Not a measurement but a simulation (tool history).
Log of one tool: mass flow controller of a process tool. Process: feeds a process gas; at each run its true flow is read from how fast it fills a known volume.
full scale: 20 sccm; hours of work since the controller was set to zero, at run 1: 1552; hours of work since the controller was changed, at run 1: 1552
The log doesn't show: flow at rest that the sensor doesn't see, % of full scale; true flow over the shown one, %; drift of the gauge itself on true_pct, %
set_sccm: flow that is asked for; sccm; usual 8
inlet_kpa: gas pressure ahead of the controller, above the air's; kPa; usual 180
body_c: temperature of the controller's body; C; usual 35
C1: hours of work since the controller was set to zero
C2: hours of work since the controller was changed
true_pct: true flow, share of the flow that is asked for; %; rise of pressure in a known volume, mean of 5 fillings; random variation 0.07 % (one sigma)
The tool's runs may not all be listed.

Run 1, hour 0: usual settings; C1 1552; C2 1552. Result: true_pct 97.74 %.
Run 2, hour 562.6: usual settings; C1 1986; C2 1986. Result: true_pct 97.6 %.
Run 3, hour 910.9: usual settings; C1 2255; C2 2255. Result: true_pct 97.65 %.
Run 4, hour 1355.3: usual settings; C1 2598; C2 2598. Result: true_pct 97.74 %.
Run 5, hour 1628: usual settings but body_c 27 C; C1 2809; C2 2809. Result: true_pct 98.4 %.
Run 6, hour 2133.4: usual settings; C1 3199; C2 3199. Result: true_pct 97.77 %.
Run 7, hour 2687.6: usual settings but inlet_kpa 260 kPa; C1 3626; C2 3626. Result: true_pct 98.07 %.
Run 8, hour 3103.2: usual settings but inlet_kpa 209 kPa; C1 3947; C2 3947. Result: true_pct 98.02 %.
Run 9, hour 3648.2: usual settings; C1 4368; C2 4368. Result: true_pct 97.73 %.
Run 10, hour 4050.8: usual settings; C1 4678; C2 4678. Result: true_pct 97.66 %.
Run 11, hour 4301.9: usual settings; C1 4872; C2 4872. Result: true_pct 97.72 %.
Run 12, hour 4751.3: usual settings but set_sccm 19 sccm, inlet_kpa 277 kPa, body_c 34 C; C1 5219; C2 5219. Result: true_pct 99.56 %.
Run 13, hour 5067: usual settings but set_sccm 13 sccm, inlet_kpa 244 kPa, body_c 26 C; C1 5462; C2 5462. Result: true_pct 99.28 %.
Run 14, hour 5593.2: usual settings but inlet_kpa 191 kPa, body_c 24 C; C1 5868; C2 5868. Result: true_pct 98.71 %.
Run 15, hour 6000: usual settings but set_sccm 3 sccm, body_c 30 C; C1 6182; C2 6182. Result: true_pct 97.46 %.
Run 16, hour 6559.9: usual settings but set_sccm 3 sccm, body_c 30 C; C1 6614; C2 6614. Result: true_pct 97.49 %.
At hour 6854.1: controller's zero set anew.
Run 17, hour 7095.8: usual settings but inlet_kpa 252 kPa, body_c 31 C; C1 187; C2 7028. Result: true_pct 98.37 %.
Run 18, hour 7334.8: usual settings but set_sccm 6 sccm, inlet_kpa 177 kPa, body_c 21 C; C1 371; C2 7212. Result: true_pct 98.47 %.
Run 19, hour 7649.9: usual settings but set_sccm 4 sccm, inlet_kpa 186 kPa; C1 614; C2 7455. Result: true_pct 97.26 %.

3 ways to go on from here, each from the tool as it stands after run 19. What would each give?
Run A, hour 7929.6: usual settings but inlet_kpa 260 kPa, body_c 26 C; C1 830; C2 7671. Result: true_pct ?.
Run B, hour 7929.6: usual settings but set_sccm 4 sccm, inlet_kpa 160 kPa, body_c 34 C; C1 830; C2 7671. Result: true_pct ?.
Run C, hour 7929.6: usual settings but set_sccm 3 sccm, inlet_kpa 140 kPa; C1 830; C2 7671. Result: true_pct ?.

run  true_pct
  A     98.82
  B     97.17
  C     96.85
Without the tool's hidden state the same runs would have given:
run  true_pct
  A     98.83
  B     97.17
  C     96.85

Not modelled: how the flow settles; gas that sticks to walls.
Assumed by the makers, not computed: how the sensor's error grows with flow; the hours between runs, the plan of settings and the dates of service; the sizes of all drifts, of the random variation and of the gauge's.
